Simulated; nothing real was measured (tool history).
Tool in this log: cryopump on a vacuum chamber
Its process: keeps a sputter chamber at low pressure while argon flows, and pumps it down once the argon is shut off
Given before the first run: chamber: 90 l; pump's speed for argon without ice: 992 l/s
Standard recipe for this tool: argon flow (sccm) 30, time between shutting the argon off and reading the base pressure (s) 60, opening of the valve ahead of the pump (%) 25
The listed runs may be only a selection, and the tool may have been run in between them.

run     day  argon flow (sccm)  time between shutting the argon off and reading the base pressure (s)  opening of the valve ahead of the pump (%)  pressure while argon flows (Pa)  pressure after the wait (uPa)
  1       0                 30                                                                     60                                          25                           0.2163                           3.93
  2   1.458                 30                                                                     60                                          25                           0.2154                           4.06
  3   2.654                 30                                                                     60                                          55                           0.1042                           4.03
  4   3.838                 30                                                                     60                                          25                           0.2159                           4.15
      5.062  -- pump warmed up, emptied and cooled again
  5   5.075                 30                                                                     60                                          25                           0.2067                           3.81
  6   6.008                 30                                                                     60                                          25                           0.2068                           3.77
  7   6.729                 30                                                                     60                                          25                           0.2059                           3.79
  8   7.638                 30                                                                     60                                          15                           0.3425                           3.81
  9   8.558                 30                                                                     60                                          15                           0.3428                           3.83
 10  10.033                 30                                                                     60                                          15                           0.3435                           3.76
 11  11.446                 30                                                                     60                                          15                           0.3448                           4.02
 12  12.783                 30                                                                     60                                          15                           0.3398                           3.93
 13  13.962                 30                                                                     60                                          15                           0.3427                           4.04
 14  15.346                 13                                                                     60                                          25                           0.0895                           4.16
 15  16.379                 13                                                                     60                                          25                           0.0895                           4.05
 16  17.608                 13                                                                     60                                          25                           0.0904                           4.18
 17  18.933                 13                                                                     60                                          25                           0.0899                           4.09
 18  20.404                 56                                                                     88                                          25                           0.3892                           3.59
 19   21.35                 22                                                                    162                                          25                           0.1525                           3.16
 20  22.717                 30                                                                    162                                          17                            0.305                            3.2
 21    23.5                 37                                                                    162                                          17                           0.3773                           3.11
 22  24.108                 37                                                                    162                                          17                           0.3768                           3.16
 23    24.8                 37                                                                    162                                          17                           0.3812                           3.23
 24  25.562                 30                                                                    258                                          25                             0.21                           2.97
 25  26.217                 30                                                                    258                                          25                           0.2115                           3.03
 26  27.221                 36                                                                     60                                          22                           0.2874                            4.4
 27  28.167                 19                                                                     21                                          35                           0.0968                           7.92
 28  29.117                 19                                                                     21                                          35                           0.0964                           8.08
 29  29.988                 14                                                                     21                                          16                           0.1526                           8.16
 30  30.625                 41                                                                     21                                          21                           0.3419                           8.13
 31  31.583                 19                                                                     74                                          25                           0.1345                           4.24
 32  32.938                 12                                                                     21                                          25                           0.0856                            8.2
 33  34.246                 12                                                                     21                                          25                           0.0847                           8.37
 34  35.121                 12                                                                     21                                          25                           0.0857                           8.44

4 ways to go on from here, each from the tool as it stands after run 34. What would each give?
  A  35.729                 47                                                                     21                                          25                                ?                              ?
  B  35.729                 29                                                                    295                                          25                                ?                              ?
  C  35.729                 60                                                                     60                                          44                                ?                              ?
  D  35.729                 40                                                                    189                                          16                                ?                              ?

run  pressure while argon flows (Pa)  pressure after the wait (uPa)
  A                            0.334                           8.67
  B                           0.2076                           3.34
  C                           0.2518                            4.8
  D                           0.4368                           3.47
Had the tool no hidden state, the same runs would have come out as:
run  pressure while argon flows (Pa)  pressure after the wait (uPa)
  A                           0.3199                           5.94
  B                           0.1989                           0.72
  C                           0.2338                           2.19
  D                           0.4249                           0.89
